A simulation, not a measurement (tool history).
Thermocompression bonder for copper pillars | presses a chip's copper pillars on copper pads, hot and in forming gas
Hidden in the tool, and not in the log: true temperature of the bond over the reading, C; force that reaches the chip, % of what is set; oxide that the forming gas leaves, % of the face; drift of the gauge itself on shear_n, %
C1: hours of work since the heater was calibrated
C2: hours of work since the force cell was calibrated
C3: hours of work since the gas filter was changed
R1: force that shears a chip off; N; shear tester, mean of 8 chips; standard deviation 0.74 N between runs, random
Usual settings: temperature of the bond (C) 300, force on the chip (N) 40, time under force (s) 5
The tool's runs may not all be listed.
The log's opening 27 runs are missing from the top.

{"run": 28, "hour": 253.4, "temperature of the bond (C)": 282, "force on the chip (N)": 32, "time under force (s)": 5, "C1": 210, "C2": 612, "C3": 463, "R1": 58.2}
{"run": 29, "hour": 261.0, "temperature of the bond (C)": 282, "force on the chip (N)": 32, "time under force (s)": 7, "C1": 214, "C2": 616, "C3": 467, "R1": 64.4}
{"run": 30, "hour": 267.5, "temperature of the bond (C)": 282, "force on the chip (N)": 32, "time under force (s)": 7, "C1": 216, "C2": 619, "C3": 470, "R1": 65.2}
{"run": 31, "hour": 280.6, "temperature of the bond (C)": 304, "force on the chip (N)": 54, "time under force (s)": 13, "C1": 222, "C2": 624, "C3": 475, "R1": 108.2}
{"hour": 293.7, "done": "forming gas filter changed"}
{"run": 32, "hour": 294.0, "temperature of the bond (C)": 295, "force on the chip (N)": 38, "time under force (s)": 5, "C1": 228, "C2": 630, "C3": 0, "R1": 82.7}
{"run": 33, "hour": 304.6, "temperature of the bond (C)": 295, "force on the chip (N)": 38, "time under force (s)": 5, "C1": 232, "C2": 635, "C3": 5, "R1": 82.2}
{"run": 34, "hour": 310.3, "temperature of the bond (C)": 312, "force on the chip (N)": 37, "time under force (s)": 14, "C1": 235, "C2": 637, "C3": 7, "R1": 116}
{"run": 35, "hour": 323.3, "temperature of the bond (C)": 300, "force on the chip (N)": 42, "time under force (s)": 3, "C1": 241, "C2": 643, "C3": 13, "R1": 79.3}
{"run": 36, "hour": 334.6, "temperature of the bond (C)": 277, "force on the chip (N)": 40, "time under force (s)": 3, "C1": 246, "C2": 648, "C3": 18, "R1": 56.1}
{"run": 37, "hour": 342.0, "temperature of the bond (C)": 296, "force on the chip (N)": 41, "time under force (s)": 7, "C1": 249, "C2": 651, "C3": 21, "R1": 93.8}

Estimate the outcome of run 38 from the log above:
{"run": 38, "hour": 352.1, "temperature of the bond (C)": 296, "force on the chip (N)": 41, "time under force (s)": 7, "C1": 253, "C2": 655, "C3": 26, "R1": "?"}

{"run 38": {"R1": 92.6}}
With the hidden condition absent and the run-to-run variation left alone, this run would have shown R1 92.8 N.

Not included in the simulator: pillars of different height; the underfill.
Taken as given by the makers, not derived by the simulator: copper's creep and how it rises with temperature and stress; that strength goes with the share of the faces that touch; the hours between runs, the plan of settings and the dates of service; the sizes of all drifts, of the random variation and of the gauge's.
